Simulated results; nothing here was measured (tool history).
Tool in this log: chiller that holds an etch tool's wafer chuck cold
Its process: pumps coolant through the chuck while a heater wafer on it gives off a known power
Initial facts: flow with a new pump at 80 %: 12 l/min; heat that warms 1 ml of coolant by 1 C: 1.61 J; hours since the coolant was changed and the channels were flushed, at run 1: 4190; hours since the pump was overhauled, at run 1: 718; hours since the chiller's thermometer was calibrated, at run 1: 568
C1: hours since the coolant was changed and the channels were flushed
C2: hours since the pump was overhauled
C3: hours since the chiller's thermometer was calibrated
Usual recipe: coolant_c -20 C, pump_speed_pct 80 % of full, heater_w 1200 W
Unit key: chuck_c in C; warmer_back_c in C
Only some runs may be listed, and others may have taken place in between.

{"run": 1, "hour": 0.0, "coolant_c": -20, "pump_speed_pct": 80, "heater_w": 1200, "C1": 4190, "C2": 718, "C3": 568, "chuck_c": -10.6, "warmer_back_c": 3.85}
{"run": 2, "hour": 99.9, "coolant_c": -13, "pump_speed_pct": 80, "heater_w": 1200, "C1": 4290, "C2": 818, "C3": 668, "chuck_c": -3.5, "warmer_back_c": 3.78}
{"run": 3, "hour": 203.5, "coolant_c": -13, "pump_speed_pct": 80, "heater_w": 1200, "C1": 4393, "C2": 922, "C3": 771, "chuck_c": -3.6, "warmer_back_c": 3.79}
{"run": 4, "hour": 281.1, "coolant_c": -20, "pump_speed_pct": 80, "heater_w": 1449, "C1": 4471, "C2": 999, "C3": 849, "chuck_c": -8.7, "warmer_back_c": 4.56}
{"run": 5, "hour": 390.2, "coolant_c": -20, "pump_speed_pct": 80, "heater_w": 1200, "C1": 4580, "C2": 1108, "C3": 958, "chuck_c": -10.5, "warmer_back_c": 3.86}
{"run": 6, "hour": 503.2, "coolant_c": -20, "pump_speed_pct": 80, "heater_w": 1200, "C1": 4693, "C2": 1221, "C3": 1071, "chuck_c": -10.5, "warmer_back_c": 3.86}
{"run": 7, "hour": 559.4, "coolant_c": -20, "pump_speed_pct": 80, "heater_w": 1200, "C1": 4749, "C2": 1278, "C3": 1127, "chuck_c": -10.4, "warmer_back_c": 3.85}
{"run": 8, "hour": 647.8, "coolant_c": -26, "pump_speed_pct": 80, "heater_w": 1200, "C1": 4838, "C2": 1366, "C3": 1216, "chuck_c": -16.4, "warmer_back_c": 3.87}
{"run": 9, "hour": 753.3, "coolant_c": -20, "pump_speed_pct": 80, "heater_w": 1200, "C1": 4943, "C2": 1471, "C3": 1321, "chuck_c": -10.4, "warmer_back_c": 3.83}
{"run": 10, "hour": 863.7, "coolant_c": -20, "pump_speed_pct": 80, "heater_w": 1200, "C1": 5054, "C2": 1582, "C3": 1432, "chuck_c": -10.6, "warmer_back_c": 3.77}
{"run": 11, "hour": 916.0, "coolant_c": -20, "pump_speed_pct": 80, "heater_w": 1200, "C1": 5106, "C2": 1634, "C3": 1484, "chuck_c": -10.3, "warmer_back_c": 3.88}
{"run": 12, "hour": 1022.0, "coolant_c": -20, "pump_speed_pct": 72, "heater_w": 1200, "C1": 5212, "C2": 1740, "C3": 1590, "chuck_c": -9.8, "warmer_back_c": 4.26}
{"hour": 1041.3, "done": "coolant changed, channels flushed"}
{"run": 13, "hour": 1076.4, "coolant_c": -28, "pump_speed_pct": 80, "heater_w": 1200, "C1": 35, "C2": 1788, "C3": 1638, "chuck_c": -19.9, "warmer_back_c": 3.87}
{"run": 14, "hour": 1167.3, "coolant_c": -10, "pump_speed_pct": 80, "heater_w": 1200, "C1": 126, "C2": 1879, "C3": 1729, "chuck_c": -2.1, "warmer_back_c": 3.88}
{"run": 15, "hour": 1237.5, "coolant_c": -10, "pump_speed_pct": 80, "heater_w": 1200, "C1": 196, "C2": 1950, "C3": 1800, "chuck_c": -1.8, "warmer_back_c": 3.83}
{"run": 16, "hour": 1304.4, "coolant_c": -10, "pump_speed_pct": 80, "heater_w": 1200, "C1": 263, "C2": 2016, "C3": 1866, "chuck_c": -1.9, "warmer_back_c": 3.86}
{"run": 17, "hour": 1350.6, "coolant_c": -16, "pump_speed_pct": 64, "heater_w": 1356, "C1": 309, "C2": 2063, "C3": 1913, "chuck_c": -4.9, "warmer_back_c": 5.61}
{"run": 18, "hour": 1457.5, "coolant_c": -11, "pump_speed_pct": 90, "heater_w": 681, "C1": 416, "C2": 2170, "C3": 2019, "chuck_c": -6.8, "warmer_back_c": 1.95}
{"run": 19, "hour": 1570.3, "coolant_c": -21, "pump_speed_pct": 90, "heater_w": 681, "C1": 529, "C2": 2282, "C3": 2132, "chuck_c": -17, "warmer_back_c": 1.93}
{"run": 20, "hour": 1644.3, "coolant_c": -17, "pump_speed_pct": 62, "heater_w": 807, "C1": 603, "C2": 2356, "C3": 2206, "chuck_c": -10.4, "warmer_back_c": 3.45}
{"run": 21, "hour": 1739.4, "coolant_c": -18, "pump_speed_pct": 61, "heater_w": 1200, "C1": 698, "C2": 2452, "C3": 2301, "chuck_c": -7.9, "warmer_back_c": 5.31}
{"run": 22, "hour": 1807.4, "coolant_c": -20, "pump_speed_pct": 86, "heater_w": 1200, "C1": 766, "C2": 2519, "C3": 2369, "chuck_c": -12.3, "warmer_back_c": 3.58}
{"run": 23, "hour": 1885.7, "coolant_c": -20, "pump_speed_pct": 86, "heater_w": 1200, "C1": 844, "C2": 2598, "C3": 2448, "chuck_c": -12.2, "warmer_back_c": 3.62}
{"run": 24, "hour": 1973.9, "coolant_c": -25, "pump_speed_pct": 80, "heater_w": 1531, "C1": 933, "C2": 2686, "C3": 2536, "chuck_c": -14.5, "warmer_back_c": 5.03}
{"run": 25, "hour": 2083.0, "coolant_c": -27, "pump_speed_pct": 96, "heater_w": 1138, "C1": 1042, "C2": 2795, "C3": 2645, "chuck_c": -20.3, "warmer_back_c": 3}
{"run": 26, "hour": 2133.0, "coolant_c": -23, "pump_speed_pct": 80, "heater_w": 1427, "C1": 1092, "C2": 2845, "C3": 2695, "chuck_c": -13.2, "warmer_back_c": 4.73}
{"run": 27, "hour": 2222.2, "coolant_c": -15, "pump_speed_pct": 71, "heater_w": 1194, "C1": 1181, "C2": 2934, "C3": 2784, "chuck_c": -5.8, "warmer_back_c": 4.44}
{"run": 28, "hour": 2322.5, "coolant_c": -24, "pump_speed_pct": 95, "heater_w": 720, "C1": 1281, "C2": 3035, "C3": 2885, "chuck_c": -19.8, "warmer_back_c": 1.98}
{"hour": 2344.7, "done": "chiller's thermometer calibrated"}
{"run": 29, "hour": 2389.8, "coolant_c": -20, "pump_speed_pct": 80, "heater_w": 776, "C1": 1348, "C2": 3101, "C3": 45, "chuck_c": -14.3, "warmer_back_c": 2.57}
{"run": 30, "hour": 2442.1, "coolant_c": -20, "pump_speed_pct": 80, "heater_w": 776, "C1": 1400, "C2": 3153, "C3": 97, "chuck_c": -14.5, "warmer_back_c": 2.55}
{"run": 31, "hour": 2514.5, "coolant_c": -17, "pump_speed_pct": 80, "heater_w": 1200, "C1": 1472, "C2": 3226, "C3": 170, "chuck_c": -8.3, "warmer_back_c": 3.95}

Here are 3 independent what-if runs from the current tool condition. What would each one return?
{"run": "A", "hour": 2561.9, "coolant_c": -12, "pump_speed_pct": 64, "heater_w": 1200, "C1": 1520, "C2": 3273, "C3": 217, "chuck_c": "?", "warmer_back_c": "?"}
{"run": "B", "hour": 2561.9, "coolant_c": -17, "pump_speed_pct": 85, "heater_w": 1168, "C1": 1520, "C2": 3273, "C3": 217, "chuck_c": "?", "warmer_back_c": "?"}
{"run": "C", "hour": 2561.9, "coolant_c": -11, "pump_speed_pct": 80, "heater_w": 1056, "C1": 1520, "C2": 3273, "C3": 217, "chuck_c": "?", "warmer_back_c": "?"}

run=A chuck_c=-1.6 warmer_back_c=5.07
run=B chuck_c=-8.8 warmer_back_c=3.65
run=C chuck_c=-3.3 warmer_back_c=3.52
Without the tool's unlogged condition, the same runs would have read:
run=A chuck_c=-2.4 warmer_back_c=4.75
run=B chuck_c=-9.4 warmer_back_c=3.42
run=C chuck_c=-3.9 warmer_back_c=3.3
